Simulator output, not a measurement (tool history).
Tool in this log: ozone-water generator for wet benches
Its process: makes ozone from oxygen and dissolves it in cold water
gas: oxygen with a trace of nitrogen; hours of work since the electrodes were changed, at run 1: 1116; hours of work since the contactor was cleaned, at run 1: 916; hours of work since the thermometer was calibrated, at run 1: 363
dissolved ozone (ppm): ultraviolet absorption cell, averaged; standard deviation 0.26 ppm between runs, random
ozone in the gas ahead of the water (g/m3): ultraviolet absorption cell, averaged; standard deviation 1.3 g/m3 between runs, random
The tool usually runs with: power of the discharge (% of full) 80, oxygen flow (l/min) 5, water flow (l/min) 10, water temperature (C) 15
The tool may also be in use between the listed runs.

run    hour  power of the discharge (% of full)  oxygen flow (l/min)  water flow (l/min)  water temperature (C)  hours of work since the electrodes were changed  hours of work since the contactor was cleaned  hours of work since the thermometer was calibrated  dissolved ozone (ppm)  ozone in the gas ahead of the water (g/m3)
  1       0                                  80                    5                  10                     15                                             1116                                            916                                                 363                   41.1                                       237.6
  2    93.2                                  80                    5                  10                     15                                             1179                                            979                                                 426                   40.8                                       237.9
  3   198.5                                  80                    5                  10                     15                                             1250                                           1051                                                 497                   40.7                                       236.7
  4   248.4                                  80                    5                   9                     15                                             1284                                           1085                                                 531                   43.4                                       241.1
  5   301.9                                  80                    5                   9                     15                                             1320                                           1121                                                 567                   43.1                                       236.6
  6   355.1                                  80                    5                   9                     15                                             1356                                           1157                                                 603                   43.1                                       240.2
  7   415.2                                  80                    5                   9                     15                                             1397                                           1197                                                 644                   43.5                                       239.9
  8   514.8                                  80                    5                   9                     15                                             1464                                           1265                                                 711                   43.2                                       240.8
  9   622.2                                  80                    5                   9                     15                                             1537                                           1337                                                 784                   43.3                                       240.8
 10   685.9                                  56                    5                  10                     15                                             1580                                           1381                                                 827                   32.7                                       193.3
 11   765.5                                  53                    5                  10                     15                                             1634                                           1434                                                 881                   31.3                                       185.7
 12   819.9                                  53                    5                  10                     15                                             1670                                           1471                                                 917                   31.6                                         187
 13   919.4                                  80                    5                  10                     15                                             1738                                           1539                                                 985                   40.5                                       242.5
 14   978.6                                  80                    5                  12                     15                                             1778                                           1579                                                1025                   35.9                                         244
 15  1046.7                                  80                    5                  12                     15                                             1824                                           1625                                                1071                   36.5                                       243.4
 16  1154.6                                  80                    5                  12                     15                                             1897                                           1698                                                1144                   36.8                                       244.8
     1161.1  -- gauge calibrated
 17  1218.6                                  80                    5                  13                     22                                             1940                                           1741                                                1187                   30.3                                       238.1
 18  1288.2                                  68                    5                   7                      8                                             1987                                           1788                                                1234                   50.8                                       215.2
 19  1399.1                                  68                 5.66                   7                     16                                             2062                                           1863                                                1309                   43.2                                       204.4
 20  1448.7                                  68                 5.66                   7                     16                                             2096                                           1897                                                1343                   42.6                                       204.5
 21  1549.2                                  68                 5.66                   7                     16                                             2164                                           1965                                                1411                   42.9                                       206.7
 22  1626.1                                  59                 4.39                   7                     14                                             2216                                           2017                                                1463                   41.4                                       207.6
 23  1710.7                                  74                    5                  10                     11                                             2273                                           2074                                                1520                   41.5                                       229.3
 24  1758.5                                  74                    5                   7                     17                                             2306                                           2107                                                1553                   44.8                                       229.3
 25  1803.3                                  80                    5                   9                     12                                             2336                                           2137                                                1583                   46.1                                       238.7

Predict each of these 4 candidate next runs independently; none follows another, all start after run 25:
  A  1888.5                                  80                 5.66                   6                     12                                             2394                                           2194                                                1641                      ?                                           ?
  B  1888.5                                  71                 2.96                   6                     15                                             2394                                           2194                                                1641                      ?                                           ?
  C  1888.5                                  98                    5                   9                     10                                             2394                                           2194                                                1641                      ?                                           ?
  D  1888.5                                  60                 6.99                  10                     12                                             2394                                           2194                                                1641                      ?                                           ?

run  dissolved ozone (ppm)  ozone in the gas ahead of the water (g/m3)
  A                     55                                       230.5
  B                   50.3                                       275.5
  C                   53.5                                       274.8
  D                   35.7                                       175.8
Without the tool's hidden state the same runs would have given:
run  dissolved ozone (ppm)  ozone in the gas ahead of the water (g/m3)
  A                     55                                       226.7
  B                   50.3                                         271
  C                   53.6                                       270.3
  D                   35.8                                       172.9

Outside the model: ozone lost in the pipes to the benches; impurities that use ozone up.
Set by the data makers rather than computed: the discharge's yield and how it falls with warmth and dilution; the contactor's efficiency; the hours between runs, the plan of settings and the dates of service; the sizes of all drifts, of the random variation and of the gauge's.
